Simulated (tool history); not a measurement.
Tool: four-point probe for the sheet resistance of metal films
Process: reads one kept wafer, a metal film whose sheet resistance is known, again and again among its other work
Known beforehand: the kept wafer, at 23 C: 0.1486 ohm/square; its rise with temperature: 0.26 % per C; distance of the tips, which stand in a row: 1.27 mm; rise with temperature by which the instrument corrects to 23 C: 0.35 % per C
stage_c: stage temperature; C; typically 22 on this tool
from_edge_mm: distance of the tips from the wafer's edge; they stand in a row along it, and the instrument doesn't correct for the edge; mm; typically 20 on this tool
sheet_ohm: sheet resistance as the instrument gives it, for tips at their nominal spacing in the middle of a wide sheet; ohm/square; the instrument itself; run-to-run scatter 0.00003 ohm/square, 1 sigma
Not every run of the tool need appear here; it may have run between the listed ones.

run 1 hour=0 | stage_c=22 from_edge_mm=20 | sheet_ohm=0.149065
run 2 hour=80.7 | stage_c=28 from_edge_mm=20 | sheet_ohm=0.148255
run 3 hour=135.4 | stage_c=28 from_edge_mm=20 | sheet_ohm=0.148223
run 4 hour=214.1 | stage_c=28 from_edge_mm=20 | sheet_ohm=0.148255
run 5 hour=279.7 | stage_c=28 from_edge_mm=20 | sheet_ohm=0.148291
run 6 hour=330.5 | stage_c=28 from_edge_mm=20 | sheet_ohm=0.14821
run 7 hour=383.5 | stage_c=22 from_edge_mm=20 | sheet_ohm=0.149047
run 8 hour=447.6 | stage_c=22 from_edge_mm=17 | sheet_ohm=0.149199
run 9 hour=492.7 | stage_c=22 from_edge_mm=17 | sheet_ohm=0.149196
run 10 hour=578.9 | stage_c=22 from_edge_mm=20 | sheet_ohm=0.149047
run 11 hour=622 | stage_c=32 from_edge_mm=20 | sheet_ohm=0.147725
run 12 hour=705.9 | stage_c=32 from_edge_mm=20 | sheet_ohm=0.147786
run 13 hour=745.1 | stage_c=22 from_edge_mm=20 | sheet_ohm=0.149085
run 14 hour=801.5 | stage_c=22 from_edge_mm=20 | sheet_ohm=0.149073
run 15 hour=882.9 | stage_c=22 from_edge_mm=20 | sheet_ohm=0.149064
run 16 hour=938.6 | stage_c=33 from_edge_mm=20 | sheet_ohm=0.147605
run 17 hour=977.1 | stage_c=33 from_edge_mm=20 | sheet_ohm=0.147663
run 18 hour=1021.8 | stage_c=33 from_edge_mm=47 | sheet_ohm=0.14738
run 19 hour=1058.5 | stage_c=33 from_edge_mm=47 | sheet_ohm=0.147371
run 20 hour=1128 | stage_c=33 from_edge_mm=52 | sheet_ohm=0.147356
run 21 hour=1177 | stage_c=32 from_edge_mm=20 | sheet_ohm=0.147759
run 22 hour=1221.8 | stage_c=31 from_edge_mm=20 | sheet_ohm=0.147873
run 23 hour=1281.5 | stage_c=34 from_edge_mm=11 | sheet_ohm=0.148275
run 24 hour=1329.6 | stage_c=26 from_edge_mm=17 | sheet_ohm=0.148649
run 25 hour=1397.4 | stage_c=22 from_edge_mm=5 | sheet_ohm=0.153736
run 26 hour=1483.6 | stage_c=34 from_edge_mm=57 | sheet_ohm=0.147256
run 27 hour=1556.6 | stage_c=34 from_edge_mm=57 | sheet_ohm=0.147251
run 28 hour=1603.3 | stage_c=34 from_edge_mm=57 | sheet_ohm=0.147236
run 29 hour=1674.3 | stage_c=34 from_edge_mm=57 | sheet_ohm=0.147278
run 30 hour=1752.7 | stage_c=22 from_edge_mm=10 | sheet_ohm=0.149998
run 31 hour=1824.8 | stage_c=29 from_edge_mm=18 | sheet_ohm=0.148206
run 32 hour=1867.7 | stage_c=26 from_edge_mm=9 | sheet_ohm=0.149835
run 33 hour=1932 | stage_c=26 from_edge_mm=9 | sheet_ohm=0.14977
run 34 hour=2004.8 | stage_c=28 from_edge_mm=4 | sheet_ohm=0.155578
run 35 hour=2056.2 | stage_c=28 from_edge_mm=4 | sheet_ohm=0.155552
run 36 hour=2117.8 | stage_c=26 from_edge_mm=50 | sheet_ohm=0.148254
run 37 hour=2176.1 | stage_c=26 from_edge_mm=50 | sheet_ohm=0.148277

Between the runs listed above, the log contained 1 entry, not reproduced here. Where in the sequence does each belong, and how does what the log doesn't record of the tool's condition differ from the listed run before to the listed run after?
From run 32 to run 33: stage's thermometer calibrated (hour 1885.2)
  no difference in the tool's unlogged condition between these two runs
